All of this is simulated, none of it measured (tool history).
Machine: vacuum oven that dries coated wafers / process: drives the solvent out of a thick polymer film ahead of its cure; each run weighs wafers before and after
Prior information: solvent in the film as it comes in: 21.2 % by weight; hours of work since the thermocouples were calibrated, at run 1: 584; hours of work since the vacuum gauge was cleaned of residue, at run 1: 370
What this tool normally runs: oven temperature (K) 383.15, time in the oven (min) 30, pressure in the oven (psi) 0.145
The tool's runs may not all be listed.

run	day	oven temperature (K)	time in the oven (min)	pressure in the oven (psi)	hours of work since the thermocouples were calibrated	hours of work since the vacuum gauge was cleaned of residue	solvent left in the film (%)
1	0.000	383.15	30	0.145	584	370	5.43
2	2.917	383.15	30	0.145	639	425	5.53
3	6.892	383.15	30	0.145	714	500	5.43
4	10.862	383.15	30	0.145	789	575	5.51
5	14.850	383.15	32	0.145	865	651	5.14
6	17.767	383.15	32	0.094	920	706	4.94
# day 18.221: vacuum gauge cleaned of residue and calibrated
7	21.871	383.15	30	0.083	996	69	5.24
8	24.083	387.15	30	0.145	1038	111	4.65
9	26.167	387.15	30	0.145	1078	150	4.70
10	28.458	380.15	30	0.547	1121	194	8.65
11	30.900	374.15	30	0.145	1167	240	7.82
# day 33.396: vacuum gauge cleaned of residue and calibrated, once more
12	34.617	385.15	26	0.145	1236	23	5.86
13	36.550	385.15	26	0.145	1273	60	6.01
# day 39.283: oven's thermocouples calibrated
14	39.283	385.15	26	0.145	0	110	5.68
15	41.633	383.15	26	0.075	44	154	5.86
16	44.358	386.15	16	0.502	96	206	9.72
17	48.238	386.15	16	0.119	169	279	8.20

4 options for the next run, each taken on its own from the tool as it stands now. Forecast them:
A	52.067	383.15	30	0.397	242	352	?
B	52.067	386.15	26	0.413	242	352	?
C	52.067	386.15	38	0.110	242	352	?
D	52.067	383.15	53	0.145	242	352	?

run	solvent left in the film (%)
A	6.77
B	6.84
C	3.31
D	2.70
Stripped of hidden state, with their random variation kept, the same runs would have yielded:
run	solvent left in the film (%)
A	6.63
B	6.71
C	3.19
D	2.58
